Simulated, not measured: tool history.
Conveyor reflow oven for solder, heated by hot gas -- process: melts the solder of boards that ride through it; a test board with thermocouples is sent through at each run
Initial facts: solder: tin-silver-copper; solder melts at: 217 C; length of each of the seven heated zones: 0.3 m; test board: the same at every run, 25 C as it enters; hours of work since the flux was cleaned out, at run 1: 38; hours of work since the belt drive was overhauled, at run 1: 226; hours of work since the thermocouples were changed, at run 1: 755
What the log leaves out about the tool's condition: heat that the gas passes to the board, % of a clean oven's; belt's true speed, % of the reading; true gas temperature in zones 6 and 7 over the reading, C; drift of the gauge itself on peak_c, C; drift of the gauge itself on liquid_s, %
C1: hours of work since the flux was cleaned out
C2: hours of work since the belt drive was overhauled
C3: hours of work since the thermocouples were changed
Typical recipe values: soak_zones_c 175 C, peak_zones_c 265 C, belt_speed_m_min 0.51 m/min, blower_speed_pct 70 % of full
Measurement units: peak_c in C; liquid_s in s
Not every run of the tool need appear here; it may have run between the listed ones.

Run 1, day 0: usual settings; C1 38; C2 226; C3 755. Result: peak_c 248.5 C, liquid_s 50.2 s.
Run 2, day 1.804: usual settings; C1 64; C2 252; C3 782. Result: peak_c 249.1 C, liquid_s 49.9 s.
Run 3, day 3.521: usual settings; C1 89; C2 278; C3 807. Result: peak_c 248.6 C, liquid_s 49.8 s.
Run 4, day 6.017: usual settings; C1 126; C2 314; C3 843. Result: peak_c 248.1 C, liquid_s 49.9 s.
Run 5, day 7.288: usual settings; C1 145; C2 333; C3 862. Result: peak_c 247.2 C, liquid_s 49.6 s.
Run 6, day 8.842: usual settings but soak_zones_c 177 C; C1 167; C2 356; C3 885. Result: peak_c 248.6 C, liquid_s 50.7 s.
Run 7, day 10.667: usual settings but soak_zones_c 177 C; C1 194; C2 382; C3 912. Result: peak_c 247.4 C, liquid_s 49.7 s.
Run 8, day 13.088: usual settings but soak_zones_c 189 C; C1 230; C2 418; C3 947. Result: peak_c 250 C, liquid_s 56.5 s.
Run 9, day 15.454: usual settings but soak_zones_c 163 C, belt_speed_m_min 0.447 m/min, blower_speed_pct 76 % of full; C1 264; C2 453; C3 982. Result: peak_c 250.6 C, liquid_s 56.2 s.
Run 10, day 16.512: usual settings but peak_zones_c 258 C, blower_speed_pct 68 % of full; C1 280; C2 468; C3 997. Result: peak_c 240.6 C, liquid_s 42.5 s.
Run 11, day 18.146: usual settings but soak_zones_c 180 C, peak_zones_c 261 C, blower_speed_pct 73 % of full; C1 304; C2 492; C3 1021. Result: peak_c 245.5 C, liquid_s 48.8 s.
Run 12, day 19.954: usual settings but soak_zones_c 180 C, peak_zones_c 261 C, blower_speed_pct 73 % of full; C1 330; C2 519; C3 1048. Result: peak_c 244.2 C, liquid_s 47.5 s.

What if the next run were any one of these 4? Each begins from the tool's condition after run 12:
Run A, day 22.088: usual settings but soak_zones_c 187 C, peak_zones_c 261 C, blower_speed_pct 73 % of full; C1 362; C2 550; C3 1079. Result: peak_c ?, liquid_s ?.
Run B, day 22.088: usual settings but soak_zones_c 161 C, belt_speed_m_min 0.438 m/min, blower_speed_pct 53 % of full; C1 362; C2 550; C3 1079. Result: peak_c ?, liquid_s ?.
Run C, day 22.088: usual settings but soak_zones_c 167 C, peak_zones_c 261 C, belt_speed_m_min 0.468 m/min, blower_speed_pct 73 % of full; C1 362; C2 550; C3 1079. Result: peak_c ?, liquid_s ?.
Run D, day 22.088: usual settings but soak_zones_c 180 C, peak_zones_c 261 C, blower_speed_pct 66 % of full; C1 362; C2 550; C3 1079. Result: peak_c ?, liquid_s ?.

run  peak_c  liquid_s
  A   245.9      51.6
  B   245.2      50.1
  C   245.1      48.9
  D     243      45.8
What these runs would have given with no unlogged condition in the tool:
run  peak_c  liquid_s
  A   246.8      52.9
  B   246.1      51.5
  C   246.3      50.6
  D   244.1      47.5
